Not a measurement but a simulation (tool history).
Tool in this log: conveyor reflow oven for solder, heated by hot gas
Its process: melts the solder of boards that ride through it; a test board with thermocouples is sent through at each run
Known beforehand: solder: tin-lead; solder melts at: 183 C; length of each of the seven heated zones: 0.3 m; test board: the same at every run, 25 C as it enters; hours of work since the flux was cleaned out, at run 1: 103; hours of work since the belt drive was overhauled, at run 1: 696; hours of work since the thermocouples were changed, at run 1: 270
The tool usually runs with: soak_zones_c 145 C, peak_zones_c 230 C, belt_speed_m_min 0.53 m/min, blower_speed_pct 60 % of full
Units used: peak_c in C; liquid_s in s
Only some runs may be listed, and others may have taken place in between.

run   hour  soak_zones_c  peak_zones_c  belt_speed_m_min  blower_speed_pct  hours of work since the flux was cleaned out  hours of work since the belt drive was overhauled  hours of work since the thermocouples were changed  peak_c  liquid_s
  1      0           145           230              0.53                60                                           103                                                696                                                 270   214.6        52
  2   19.2           145           230              0.53                60                                           116                                                709                                                 284   213.8      52.2
  3   43.9           145           230              0.53                60                                           134                                                727                                                 301   214.7      52.4
  4   56.6           145           230              0.53                60                                           143                                                736                                                 310   214.2      52.3
  5   78.4           145           230             0.562                60                                           158                                                751                                                 326   212.7      47.9
  6   97.5           145           240              0.53                60                                           171                                                764                                                 339   223.2      57.9
  7  111.3           145           240              0.53                60                                           181                                                774                                                 349     223      57.8
  8  132.9           145           240              0.53                60                                           196                                                789                                                 364     223      58.1
     139.2  -- flux residue cleaned out of gas plates and filters
  9  159.4           156           230              0.53                60                                            14                                                805                                                 379   215.2      57.4
 10  176.2           156           230             0.533                60                                            26                                                816                                                 391   215.7      56.5
 11  186.6           145           230              0.53                60                                            33                                                824                                                 399   213.4      51.8
 12  199.1           145           230              0.53                60                                            42                                                833                                                 407   213.3      51.2
 13    212           145           230              0.53                60                                            51                                                842                                                 417   213.5      51.7
 14  223.3           145           230              0.53                60                                            59                                                850                                                 425   213.6      51.5
 15  236.3           145           230              0.53                60                                            69                                                859                                                 434   213.5        51
 16  261.1           145           230             0.634                67                                            86                                                876                                                 451   209.5      39.1
 17  280.7           145           230             0.634                85                                           100                                                890                                                 465   213.8      43.3
     293.2  -- flux residue cleaned out of gas plates and filters, once more
 18  302.4           160           224              0.53                81                                             7                                                902                                                 477   215.7      60.3
 19  318.9           151           244             0.517                83                                            18                                                914                                                 489   233.6      66.6
 20  336.1           151           244             0.517                83                                            30                                                926                                                 501   233.5      66.7
     358.6  -- thermocouples of zones 6 and 7 changed
 21  363.1           155           231             0.612                60                                            48                                                944                                                   3   214.4      48.4
 22  379.6           155           224             0.612                51                                            60                                                955                                                  15   205.7      40.9
 23    395           145           225              0.53                81                                            70                                                966                                                  26   215.5      54.4
 24  406.4           145           225              0.53                81                                            79                                                974                                                  34   215.2      54.8
 25  424.5           155           225             0.612                51                                            91                                                987                                                  47   206.4      41.8
 26  448.1           131           223              0.53                60                                           108                                               1004                                                  63   207.3      41.9
 27  468.7           137           227             0.457                65                                           123                                               1018                                                  78   216.6      61.5
 28  486.6           145           230              0.53                63                                           135                                               1031                                                  90   216.3      53.9
 29  499.3           149           230             0.483                63                                           144                                               1040                                                  99   219.7      63.6
 30  522.5           149           230             0.558                63                                           160                                               1056                                                 116   215.6      51.7

Alternative continuations, all from the tool just after run 30; predict every row:
  A  543.2           155           229             0.558                66                                           175                                               1071                                                 130       ?         ?
  B  543.2           145           235              0.53                60                                           175                                               1071                                                 130       ?         ?
  C  543.2           149           227             0.558                63                                           175                                               1071                                                 130       ?         ?
  D  543.2           134           230              0.53                64                                           175                                               1071                                                 130       ?         ?

run  peak_c  liquid_s
  A     216      55.2
  B   219.6      56.2
  C   212.4      50.9
  D   214.7      48.7
Without the tool's unlogged condition, the same runs would have read:
run  peak_c  liquid_s
  A   216.2        54
  B   219.7        55
  C   212.6      49.8
  D   214.9      47.7
